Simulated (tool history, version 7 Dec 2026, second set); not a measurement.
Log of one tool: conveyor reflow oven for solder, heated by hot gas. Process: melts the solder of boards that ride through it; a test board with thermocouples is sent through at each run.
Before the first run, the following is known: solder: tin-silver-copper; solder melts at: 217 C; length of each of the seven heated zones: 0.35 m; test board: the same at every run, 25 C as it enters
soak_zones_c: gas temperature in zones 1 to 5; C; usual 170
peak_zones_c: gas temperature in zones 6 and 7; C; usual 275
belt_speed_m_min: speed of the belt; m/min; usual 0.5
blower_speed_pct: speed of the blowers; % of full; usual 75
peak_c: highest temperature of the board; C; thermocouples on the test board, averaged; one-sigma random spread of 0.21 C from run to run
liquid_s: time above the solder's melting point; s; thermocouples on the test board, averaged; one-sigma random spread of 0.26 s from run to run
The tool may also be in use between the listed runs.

run   hour  soak_zones_c  peak_zones_c  belt_speed_m_min  blower_speed_pct  peak_c  liquid_s
  1      0           170           275               0.5                75   263.6      71.2
  2   10.9           170           275              0.58                75   259.1      58.6
  3   26.4           170           275              0.58                75   259.4      58.7
  4   36.3           174           275              0.58                75   259.7        60
  5   55.5           184           275              0.58                75   261.5      64.4
  6     71           184           275              0.58                75   261.7        64
  7   84.4           184           275              0.58                75   261.4      64.4
  8  102.5           170           275             0.486                75   264.5        74
  9  112.7           170           275             0.486                75   264.4      74.1
 10  132.5           170           275             0.486                75   264.2      73.9
 11  148.1           170           275               0.5                61   261.5      69.6
     159.8  -- flux residue cleaned out of gas plates and filters
 12  162.7           170           275               0.5                61   262.8      70.7
 13  181.3           170           275               0.5                85   265.8      72.8
 14  193.2           170           275               0.5                85   266.1      73.4
 15  212.7           170           275               0.5                85   266.2        73

Run 16 is up next; what results do you expect?
 16  228.6           170           275               0.5                85       ?         ?

peak_c: 266.1 C
liquid_s: 72.5 s
If the tool had no hidden condition, the same run with the same run-to-run variation would have returned peak_c 264.6 C, liquid_s 70.5 s.
